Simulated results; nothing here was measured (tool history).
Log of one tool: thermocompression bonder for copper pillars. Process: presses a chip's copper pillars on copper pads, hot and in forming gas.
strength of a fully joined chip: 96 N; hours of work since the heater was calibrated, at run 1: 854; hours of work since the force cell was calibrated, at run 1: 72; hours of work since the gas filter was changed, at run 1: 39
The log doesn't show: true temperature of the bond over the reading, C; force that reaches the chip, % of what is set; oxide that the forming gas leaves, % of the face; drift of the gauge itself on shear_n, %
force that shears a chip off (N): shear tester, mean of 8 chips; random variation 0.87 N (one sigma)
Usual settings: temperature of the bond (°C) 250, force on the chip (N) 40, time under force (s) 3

run,hour,temperature of the bond (°C),force on the chip (N),time under force (s),hours of work since the heater was calibrated,hours of work since the force cell was calibrated,hours of work since the gas filter was changed,force that shears a chip off (N)
1,0.0,250,40,3,854,72,39,63.1
2,10.5,250,40,3,859,76,43,62.4
3,27.4,250,40,3,866,83,50,63.4
4,40.8,250,40,5,871,88,55,72.1
5,58.2,250,40,5,878,96,63,72.3
6,74.5,250,40,5,885,102,69,72.5
7,84.8,250,40,5,889,107,74,70.0
# hour 96.1: heater calibrated with a thermocouple chip
8,98.9,250,40,5,1,112,79,76.3
9,109.0,250,40,5,5,116,83,76.7
10,126.4,250,40,5,13,123,90,76.2
11,136.6,250,40,5,17,127,94,76.2
12,152.1,250,40,7,23,134,101,80.7
13,161.2,250,40,3,27,137,104,68.2
14,179.1,239,40,7,34,145,112,76.1
15,189.2,235,40,3,38,149,116,59.8
16,206.2,235,40,3,45,156,123,60.4
17,223.0,235,40,3,52,163,130,59.9
18,232.7,235,40,3,56,167,134,58.5
19,248.5,235,40,3,63,173,140,60.0
20,258.7,250,30,3,67,178,145,55.9
21,270.7,250,30,3,72,182,150,56.9
22,283.0,250,30,3,77,188,155,56.0
23,290.5,250,30,3,80,191,158,55.9
24,306.5,228,26,8,87,197,164,55.5

Forecast each of these 5 alternatives for the next run:
A,319.5,251,32,3,92,203,170,?
B,319.5,263,36,8,92,203,170,?
C,319.5,228,32,8,92,203,170,?
D,319.5,221,40,3,92,203,170,?
E,319.5,228,59,8,92,203,170,?

run,force that shears a chip off (N)
A,58.2
B,80.9
C,63.3
D,51.8
E,82.6
Without the tool's hidden state the same runs would have given:
run,force that shears a chip off (N)
A,62.1
B,85.9
C,67.8
D,55.6
E,87.8

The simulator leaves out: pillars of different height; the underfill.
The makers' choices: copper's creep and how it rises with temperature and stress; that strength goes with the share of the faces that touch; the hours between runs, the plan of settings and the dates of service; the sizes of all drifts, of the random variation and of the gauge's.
